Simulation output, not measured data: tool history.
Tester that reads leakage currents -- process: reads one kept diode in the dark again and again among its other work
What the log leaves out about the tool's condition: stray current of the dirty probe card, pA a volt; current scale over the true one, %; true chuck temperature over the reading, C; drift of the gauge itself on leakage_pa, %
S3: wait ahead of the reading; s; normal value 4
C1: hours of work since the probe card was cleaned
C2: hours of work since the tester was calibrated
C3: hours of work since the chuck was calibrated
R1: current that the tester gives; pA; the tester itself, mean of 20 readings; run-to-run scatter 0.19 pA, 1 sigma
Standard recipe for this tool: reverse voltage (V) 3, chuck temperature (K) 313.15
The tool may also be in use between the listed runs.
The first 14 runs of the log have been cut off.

Run 15, hour 373.1: usual settings but chuck temperature (K) 320.15; C1 656; C2 751; C3 885. Result: R1 99.37 pA.
Run 16, hour 407.2: usual settings but chuck temperature (K) 302.15; C1 681; C2 776; C3 909. Result: R1 25.95 pA.
Run 17, hour 437.5: usual settings; C1 702; C2 797; C3 931. Result: R1 59.29 pA.
Run 18, hour 470.2: usual settings; C1 726; C2 821; C3 954. Result: R1 59.33 pA.
Run 19, hour 489.4: usual settings but reverse voltage (V) 1.8; C1 739; C2 834; C3 968. Result: R1 44.25 pA.
Run 20, hour 517.1: usual settings but S3 5.7 s; C1 759; C2 854; C3 988. Result: R1 59.38 pA.
Run 21, hour 541.8: usual settings but reverse voltage (V) 3.9, chuck temperature (K) 311.15, S3 7.46 s; C1 777; C2 872; C3 1005. Result: R1 59.3 pA.
Run 22, hour 563.9: usual settings but reverse voltage (V) 3.9, chuck temperature (K) 311.15, S3 7.46 s; C1 793; C2 888; C3 1021. Result: R1 59.71 pA.
Run 23, hour 582.2: usual settings but reverse voltage (V) 2.43, S3 0.59 s; C1 806; C2 901; C3 1034. Result: R1 53.3 pA.
Run 24, hour 609.1: usual settings but reverse voltage (V) 11.06, chuck temperature (K) 312.15, S3 8.44 s; C1 825; C2 920; C3 1053. Result: R1 116.44 pA.
Run 25, hour 631.3: usual settings but reverse voltage (V) 11.06, chuck temperature (K) 312.15, S3 8.44 s; C1 841; C2 936; C3 1069. Result: R1 117.29 pA.
Run 26, hour 656.6: usual settings but reverse voltage (V) 1.52, chuck temperature (K) 300.15, S3 6.91 s; C1 859; C2 954; C3 1087. Result: R1 14.95 pA.

The next listed run, before its measurement:
Run 27, hour 680.4: usual settings but reverse voltage (V) 1.29, chuck temperature (K) 303.15, S3 2.28 s; C1 876; C2 971; C3 1104. Result: R1 ?.

For run 27 the tool returned R1 17.08 pA.
On a tool with no hidden condition, and with the same random variation, this run would have come out at R1 17.85 pA.
